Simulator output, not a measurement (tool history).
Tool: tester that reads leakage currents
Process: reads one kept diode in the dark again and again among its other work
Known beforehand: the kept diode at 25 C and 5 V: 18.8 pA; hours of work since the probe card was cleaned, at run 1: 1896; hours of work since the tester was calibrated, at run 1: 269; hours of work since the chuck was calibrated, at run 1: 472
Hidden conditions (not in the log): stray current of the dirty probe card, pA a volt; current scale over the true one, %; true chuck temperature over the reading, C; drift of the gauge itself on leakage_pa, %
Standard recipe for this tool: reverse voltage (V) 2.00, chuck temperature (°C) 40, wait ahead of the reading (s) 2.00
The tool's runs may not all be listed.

run    hour  reverse voltage (V)  chuck temperature (°C)  wait ahead of the reading (s)  hours of work since the probe card was cleaned  hours of work since the tester was calibrated  hours of work since the chuck was calibrated  current that the tester gives (pA)
  1     0.0                 2.00                      40                           2.00                                            1896                                            269                                           472                               60.90
       80.0  -- chuck's temperature calibrated
  2    80.0                 2.00                      40                           2.00                                            1936                                            309                                             0                               58.14
  3   151.9                 2.00                      40                           2.00                                            1973                                            346                                            37                               57.98
  4   225.2                 2.00                      40                           2.00                                            2011                                            384                                            75                               58.62
  5   309.6                 2.00                      40                           0.77                                            2054                                            427                                           118                               59.29
  6   380.8                 1.32                      40                           0.77                                            2091                                            464                                           154                               52.15
  7   430.4                 2.00                      40                           2.00                                            2116                                            489                                           180                               59.66
  8   517.3                 2.00                      40                           2.00                                            2161                                            534                                           225                               59.78
  9   563.3                 2.00                      40                           2.00                                            2184                                            557                                           248                               60.19
 10   613.1                 2.00                      36                           2.00                                            2210                                            583                                           274                               43.23
 11   681.5                 2.00                      36                           2.00                                            2245                                            618                                           309                               43.67
 12   772.5                 2.00                      36                           2.00                                            2292                                            665                                           356                               44.04
 13   857.3                 2.00                      36                           2.00                                            2335                                            708                                           399                               44.23
 14   900.9                 2.00                      36                           2.00                                            2358                                            731                                           421                               44.22
 15   975.8                 2.00                      36                           2.00                                            2396                                            769                                           460                               44.59
 16  1072.0                 2.00                      40                           2.00                                            2446                                            818                                           509                               62.15
     1080.3  -- chuck's temperature calibrated
 17  1149.2                 2.00                      40                           2.00                                            2484                                            857                                            35                               59.17
 18  1201.3                 2.00                      40                           0.40                                            2511                                            884                                            62                               60.85
 19  1265.7                 2.00                      40                           0.40                                            2544                                            917                                            95                               61.12
 20  1322.9                 2.00                      40                           0.40                                            2573                                            946                                           125                               61.28
 21  1400.2                 2.00                      40                           0.40                                            2613                                            986                                           164                               61.56
 22  1477.7                 1.97                      24                           0.91                                            2653                                           1026                                           204                               17.31
 23  1517.4                 2.00                      41                           2.00                                            2673                                           1046                                           224                               65.33
 24  1593.3                15.43                      24                           0.37                                            2712                                           1085                                           263                               65.58
 25  1635.5                15.43                      24                           0.37                                            2734                                           1107                                           285                               66.44
 26  1707.8                 6.94                      47                           1.35                                            2771                                           1144                                           322                              164.98
 27  1768.3                 7.17                      40                           2.00                                            2802                                           1175                                           353                               99.61
 28  1842.2                 7.17                      40                           2.00                                            2840                                           1213                                           391                              100.18
 29  1892.9                11.55                      39                           0.96                                            2866                                           1239                                           417                              116.43
 30  1936.7                 2.00                      57                           1.34                                            2889                                           1261                                           440                              237.00
 31  2032.9                 2.00                      57                           1.34                                            2938                                           1311                                           489                              239.22
     2082.7  -- chuck's temperature calibrated
 32  2087.4                 1.69                      45                           2.00                                            2965                                           1338                                             2                               84.28
 33  2182.2                13.55                      40                           0.72                                            3014                                           1386                                            51                              133.39
 34  2270.1                 3.57                      54                           1.82                                            3059                                           1432                                            96                              219.66
 35  2350.5                 3.57                      54                           1.82                                            3100                                           1473                                           138                              221.73
 36  2415.2                 5.37                      35                           2.96                                            3133                                           1506                                           171                               61.27
 37  2507.3                 1.84                      36                           1.18                                            3180                                           1553                                           218                               43.38
 38  2589.9                 2.00                      32                           0.84                                            3223                                           1596                                           260                               33.34
 39  2650.7                 2.00                      32                           0.84                                            3254                                           1627                                           292                               33.46

How the hidden state differs across the entries between the runs, from the last listed run before each to the first after it:
Logged between run 1 and run 2: chuck's temperature calibrated (hour 80.0)
  stray current of the dirty probe card, pA a volt: 1.295 -> 1.322; current scale over the true one, %: -0.17 -> -0.19; true chuck temperature over the reading, C: 0.56 -> -0.14
  what was measured, less what the result would be without the hidden state, current that the tester gives (pA): +5.18 -> +1.85
Logged between run 16 and run 17: chuck's temperature calibrated (hour 1080.3)
  stray current of the dirty probe card, pA a volt: 1.664 -> 1.689; current scale over the true one, %: -0.35 -> -0.36; true chuck temperature over the reading, C: 0.64 -> 0
  what was measured, less what the result would be without the hidden state, current that the tester gives (pA): +6.22 -> +3.13
Logged between run 31 and run 32: chuck's temperature calibrated (hour 2082.7)
  stray current of the dirty probe card, pA a volt: 1.99 -> 2.01; current scale over the true one, %: -0.5 -> -0.51; true chuck temperature over the reading, C: 0.67 -> -0.01
  what was measured, less what the result would be without the hidden state, current that the tester gives (pA): +14.66 -> +2.89
